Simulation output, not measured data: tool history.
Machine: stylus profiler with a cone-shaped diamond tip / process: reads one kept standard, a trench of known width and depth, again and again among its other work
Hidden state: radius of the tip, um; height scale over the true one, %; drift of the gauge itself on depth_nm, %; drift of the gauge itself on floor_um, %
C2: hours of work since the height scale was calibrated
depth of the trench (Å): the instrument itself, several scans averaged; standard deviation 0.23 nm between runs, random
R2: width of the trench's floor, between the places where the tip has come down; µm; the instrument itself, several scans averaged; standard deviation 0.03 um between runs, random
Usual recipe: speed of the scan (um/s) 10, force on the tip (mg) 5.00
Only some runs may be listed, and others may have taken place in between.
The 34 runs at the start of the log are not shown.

run 35 day=46.983 | speed_of_the_scan_(um/s)=10 force_on_the_tip_(mg)=4.52 | scans_with_this_tip=8129 C2=788 | depth_of_the_trench_(Å)=10104.4 R2=15.94
run 36 day=47.842 | speed_of_the_scan_(um/s)=10 force_on_the_tip_(mg)=4.52 | scans_with_this_tip=8251 C2=800 | depth_of_the_trench_(Å)=10107.4 R2=15.97
run 37 day=49.550 | speed_of_the_scan_(um/s)=5 force_on_the_tip_(mg)=8.26 | scans_with_this_tip=8495 C2=824 | depth_of_the_trench_(Å)=10163.3 R2=15.95
run 38 day=51.525 | speed_of_the_scan_(um/s)=33 force_on_the_tip_(mg)=3.99 | scans_with_this_tip=8777 C2=851 | depth_of_the_trench_(Å)=10098.3 R2=15.87
run 39 day=53.600 | speed_of_the_scan_(um/s)=7 force_on_the_tip_(mg)=2.27 | scans_with_this_tip=9073 C2=880 | depth_of_the_trench_(Å)=10064.0 R2=16.03
run 40 day=55.342 | speed_of_the_scan_(um/s)=7 force_on_the_tip_(mg)=2.27 | scans_with_this_tip=9322 C2=904 | depth_of_the_trench_(Å)=10065.3 R2=15.95
run 41 day=56.417 | speed_of_the_scan_(um/s)=7 force_on_the_tip_(mg)=2.27 | scans_with_this_tip=9475 C2=919 | depth_of_the_trench_(Å)=10070.2 R2=15.92
run 42 day=57.504 | speed_of_the_scan_(um/s)=7 force_on_the_tip_(mg)=2.27 | scans_with_this_tip=9630 C2=934 | depth_of_the_trench_(Å)=10069.2 R2=15.94
run 43 day=59.412 | speed_of_the_scan_(um/s)=20 force_on_the_tip_(mg)=4.95 | scans_with_this_tip=9903 C2=960 | depth_of_the_trench_(Å)=10116.1 R2=15.95
run 44 day=61.325 | speed_of_the_scan_(um/s)=20 force_on_the_tip_(mg)=4.95 | scans_with_this_tip=10175 C2=987 | depth_of_the_trench_(Å)=10112.1 R2=16.00
run 45 day=62.971 | speed_of_the_scan_(um/s)=2 force_on_the_tip_(mg)=9.75 | scans_with_this_tip=10410 C2=1009 | depth_of_the_trench_(Å)=10174.9 R2=16.01
run 46 day=64.254 | speed_of_the_scan_(um/s)=10 force_on_the_tip_(mg)=5.14 | scans_with_this_tip=10594 C2=1027 | depth_of_the_trench_(Å)=10120.3 R2=15.96

Each row is a separate what-if for the run after 46, all from the same tool condition, not one after another. Results?
run A day=66.296 | speed_of_the_scan_(um/s)=4 force_on_the_tip_(mg)=2.11 | scans_with_this_tip=10885 C2=1056 | depth_of_the_trench_(Å)=? R2=?
run B day=66.296 | speed_of_the_scan_(um/s)=2 force_on_the_tip_(mg)=3.25 | scans_with_this_tip=10885 C2=1056 | depth_of_the_trench_(Å)=? R2=?
run C day=66.296 | speed_of_the_scan_(um/s)=7 force_on_the_tip_(mg)=1.80 | scans_with_this_tip=10885 C2=1056 | depth_of_the_trench_(Å)=? R2=?
run D day=66.296 | speed_of_the_scan_(um/s)=10 force_on_the_tip_(mg)=4.58 | scans_with_this_tip=10885 C2=1056 | depth_of_the_trench_(Å)=? R2=?

run=A depth_of_the_trench_(Å)=10067.9 R2=15.99
run=B depth_of_the_trench_(Å)=10083.3 R2=16.03
run=C depth_of_the_trench_(Å)=10059.9 R2=15.97
run=D depth_of_the_trench_(Å)=10107.8 R2=15.96
What these runs would have given with no unlogged condition in the tool:
run=A depth_of_the_trench_(Å)=10067.8 R2=15.99
run=B depth_of_the_trench_(Å)=10083.2 R2=16.03
run=C depth_of_the_trench_(Å)=10059.8 R2=15.97
run=D depth_of_the_trench_(Å)=10107.6 R2=15.97
